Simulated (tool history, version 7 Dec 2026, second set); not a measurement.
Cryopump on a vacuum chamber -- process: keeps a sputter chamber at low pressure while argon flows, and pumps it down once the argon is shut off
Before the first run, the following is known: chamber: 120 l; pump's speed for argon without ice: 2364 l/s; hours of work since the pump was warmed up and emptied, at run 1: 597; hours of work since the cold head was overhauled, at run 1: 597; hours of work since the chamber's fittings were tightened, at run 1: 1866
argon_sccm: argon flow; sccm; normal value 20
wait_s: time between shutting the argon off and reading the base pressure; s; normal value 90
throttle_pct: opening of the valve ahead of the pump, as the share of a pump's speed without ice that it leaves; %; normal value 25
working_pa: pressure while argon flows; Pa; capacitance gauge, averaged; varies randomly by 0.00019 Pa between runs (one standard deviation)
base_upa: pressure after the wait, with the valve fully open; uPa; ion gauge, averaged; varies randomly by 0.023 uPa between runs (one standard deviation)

run	day	argon_sccm	wait_s	throttle_pct	hours of work since the pump was warmed up and emptied	hours of work since the cold head was overhauled	hours of work since the chamber's fittings were tightened	working_pa	base_upa
1	0	20	90	25	597	597	1866	0.0597	1.82
2	2.675	20	90	25	651	651	1920	0.0597	1.94
3	5.358	20	43	25	705	705	1974	0.0598	2.57
# day 6.517: pump warmed up, emptied and cooled again
4	7.679	20	181	25	23	747	2017	0.0576	1.46
5	9.604	20	181	25	62	786	2055	0.0576	1.47
6	11.029	20	181	25	91	815	2084	0.0579	1.48
7	13.35	20	181	25	137	861	2131	0.0579	1.49
8	16.112	20	181	40	193	917	2186	0.0369	1.59
9	18.25	20	181	40	236	960	2229	0.037	1.65
10	19.996	20	181	40	271	995	2264	0.0371	1.69
11	22.225	20	181	40	316	1040	2309	0.0371	1.7
12	25.008	20	90	25	372	1096	2365	0.0589	2.01
13	27.321	20	90	25	418	1142	2411	0.059	2.03
14	29.921	20	90	25	471	1194	2464	0.0591	2.11
15	31.662	20	90	25	506	1229	2499	0.0592	2.17
16	32.908	20	90	25	531	1254	2524	0.0595	2.19
17	35.588	20	90	34	584	1308	2578	0.0445	2.24
18	38.175	20	90	34	636	1360	2630	0.0447	2.24
19	40.775	20	90	34	689	1413	2682	0.0449	2.36
20	42.1	20	52	29	715	1439	2709	0.0523	2.9
# day 42.708: pump warmed up, emptied and cooled again
21	43.912	20	197	25	24	1471	2741	0.0577	1.79
22	45.933	20	90	49	65	1512	2781	0.0297	2.2
23	48.704	11	89	44	121	1568	2837	0.0184	2.28
24	50.308	20	35	17	153	1600	2869	0.085	3.24
25	52.758	20	35	17	202	1649	2919	0.0849	3.28
26	54.108	16	28	19	229	1676	2946	0.0612	3.58
27	55.662	30	90	51	260	1708	2977	0.0439	2.34
28	58.125	17	22	20	310	1757	3027	0.0619	4.36
29	60.346	20	22	25	355	1802	3071	0.0588	4.33
30	61.838	20	51	37	385	1832	3101	0.0403	3.05
31	63.821	20	51	37	424	1872	3141	0.0402	3
32	65.308	12	92	25	454	1902	3171	0.0357	2.47
33	68.012	17	90	24	509	1956	3225	0.0526	2.53
34	70.604	14	46	22	561	2008	3277	0.0474	3.26
35	72.367	10	296	53	596	2043	3313	0.0145	2.19

3 options for the next run, each taken on its own from the tool as it stands now. Forecast them:
A	74.612	10	43	53	641	2089	3358	?	?
B	74.612	10	156	53	641	2089	3358	?	?
C	74.612	34	90	25	641	2089	3358	?	?

run	working_pa	base_upa
A	0.0146	3.32
B	0.0148	2.39
C	0.1018	2.63
Stripped of hidden state, with their random variation kept, the same runs would have yielded:
run	working_pa	base_upa
A	0.0132	1.43
B	0.0134	0.5
C	0.0971	0.71
